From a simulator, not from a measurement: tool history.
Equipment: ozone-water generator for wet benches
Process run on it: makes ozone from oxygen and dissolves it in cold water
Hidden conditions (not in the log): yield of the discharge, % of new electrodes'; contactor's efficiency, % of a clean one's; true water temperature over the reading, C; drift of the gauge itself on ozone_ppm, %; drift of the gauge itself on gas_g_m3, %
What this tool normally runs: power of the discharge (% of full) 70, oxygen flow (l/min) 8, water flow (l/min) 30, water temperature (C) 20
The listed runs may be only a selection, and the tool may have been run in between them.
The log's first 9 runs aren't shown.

run,day,power of the discharge (% of full),oxygen flow (l/min),water flow (l/min),water temperature (C),hours of work since the electrodes were changed,hours of work since the contactor was cleaned,hours of work since the thermometer was calibrated,dissolved ozone (ppm),ozone in the gas ahead of the water (g/m3)
10,25.583,70,8,26,20,518,1257,3399,21.1,165.1
11,28.354,70,8,26,20,558,1298,3439,21.1,165.3
12,30.992,70,8,26,20,597,1337,3478,21,164.1
13,34.05,70,8,26,20,642,1382,3523,20.9,164.5
14,37.446,70,8,30,23,692,1432,3573,18.3,164.8
15,39.908,70,8,30,23,729,1468,3609,18.4,164
16,43.775,70,8,30,23,785,1525,3666,18.2,163.2
17,47.629,70,8,30,23,842,1582,3723,18,163.4

Run 18 has not been measured yet. What should we expect?
18,51.812,70,8,30,23,904,1643,3785,?,?

Run 18 came out at dissolved ozone (ppm) 18.1, ozone in the gas ahead of the water (g/m3) 163.4.
On a tool with no hidden condition, and with the same random variation, this run would have come out at dissolved ozone (ppm) 19.1, ozone in the gas ahead of the water (g/m3) 168.2.
